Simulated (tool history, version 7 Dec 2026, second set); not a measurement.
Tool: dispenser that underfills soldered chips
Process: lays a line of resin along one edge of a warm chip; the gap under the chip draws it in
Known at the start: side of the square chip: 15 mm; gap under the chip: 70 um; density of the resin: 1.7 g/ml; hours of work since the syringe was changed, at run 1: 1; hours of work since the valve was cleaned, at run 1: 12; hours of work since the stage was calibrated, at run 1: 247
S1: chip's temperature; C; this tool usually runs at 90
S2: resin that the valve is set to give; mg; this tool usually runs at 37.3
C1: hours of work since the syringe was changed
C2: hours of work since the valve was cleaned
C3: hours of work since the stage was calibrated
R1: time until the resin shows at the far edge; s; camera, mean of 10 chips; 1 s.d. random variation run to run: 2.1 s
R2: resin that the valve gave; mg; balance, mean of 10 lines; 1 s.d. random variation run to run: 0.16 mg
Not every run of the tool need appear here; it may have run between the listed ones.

run	hour	S1	S2	C1	C2	C3	R1	R2
1	0.0	90	37.3	1	12	247	216.7	36.79
2	4.0	90	47.0	4	15	249	233.9	46.06
3	11.2	90	37.3	9	20	255	297.7	36.73
# hour 14.6: new syringe of resin
4	17.4	90	42.9	2	24	259	216.1	42.07
5	21.0	90	42.9	5	27	262	245.3	41.77
6	27.2	90	42.9	9	31	266	292.8	41.67
# hour 30.2: new syringe of resin
7	31.4	90	37.3	1	34	269	217.6	35.77
8	40.2	90	37.3	7	41	275	285.3	35.94
# hour 45.5: new syringe of resin
9	47.3	90	37.3	1	45	280	217.2	35.92
10	52.9	90	37.3	5	50	284	259.8	35.72
11	59.7	90	37.3	10	55	289	319.1	35.10
# hour 61.2: new syringe of resin
# hour 62.2: dispensing valve cleaned and set on the balance
12	69.1	90	37.3	5	5	295	258.0	37.24
13	74.4	90	37.3	9	9	299	307.6	37.02
# hour 78.1: new syringe of resin
14	79.5	90	37.3	1	12	302	212.1	36.90
15	87.8	90	37.3	7	18	308	281.0	36.47
# hour 94.1: new syringe of resin
16	95.3	90	37.3	1	24	314	216.5	36.56
17	100.6	90	44.8	5	27	318	239.8	43.65
18	106.4	90	44.8	9	32	322	290.4	43.60
# hour 109.4: new syringe of resin
19	112.6	100	34.0	2	36	326	164.2	33.01
20	117.7	100	34.0	6	40	330	196.3	32.55
# hour 125.1: new syringe of resin
21	125.1	94	33.2	0	45	335	183.0	31.83
22	131.7	94	33.2	5	50	340	231.8	31.82
23	136.7	94	33.2	8	53	343	273.3	31.48
# hour 141.0: dispensing valve cleaned and set on the balance
# hour 141.8: new syringe of resin
24	141.9	94	33.2	0	0	346	180.9	33.13
25	150.2	99	47.1	6	6	352	188.0	46.82
26	154.9	103	47.2	9	10	356	186.0	46.92
# hour 157.4: new syringe of resin
27	161.1	102	40.4	3	14	360	145.3	40.10
28	165.5	102	40.4	6	17	363	165.8	39.91
29	171.9	88	39.1	11	22	368	339.8	38.46
# hour 173.3: new syringe of resin
30	176.2	102	46.0	2	25	371	141.3	45.17
31	181.4	102	46.0	6	29	374	164.5	44.96
# hour 188.6: new syringe of resin
32	188.9	94	44.9	0	34	380	172.3	43.95
33	196.7	80	45.4	6	40	385	365.6	44.15
34	201.3	88	35.7	9	43	389	335.0	34.42
# hour 204.7: new syringe of resin
35	206.5	102	38.9	1	46	392	138.8	37.28
36	213.3	77	43.0	6	51	397	431.3	40.80

A few steps of R1 between consecutive runs. Split each: what settings, incoming material and random variation would produce without the hidden state, and what is left over for the hidden state, along with gauge scatter present in only one of the two compared results (measured, and without hidden state):
What the log doesn't record here: resin's viscosity, % of fresh resin's; dose that the valve gives, % of what is set; true chip temperature over the reading, C; drift of the gauge itself on fill_s, %; drift of the gauge itself on given_mg, %.
Run 13 -> 14: new syringe of resin. R1 -95.5 s: hidden state -91.8, all else -3.7.
Run 29 -> 30: S1 88 -> 102, S2 39.1 -> 46.0, new syringe of resin. R1 -198.5 s: hidden state -106.5, all else -92.0.
Run 34 -> 35: S1 88 -> 102, S2 35.7 -> 38.9, new syringe of resin. R1 -196.2 s: hidden state -100.6, all else -95.6.
Run 35 -> 36: S1 102 -> 77, S2 38.9 -> 43.0. R1 +292.5 s: hidden state +86.0, all else +206.5.
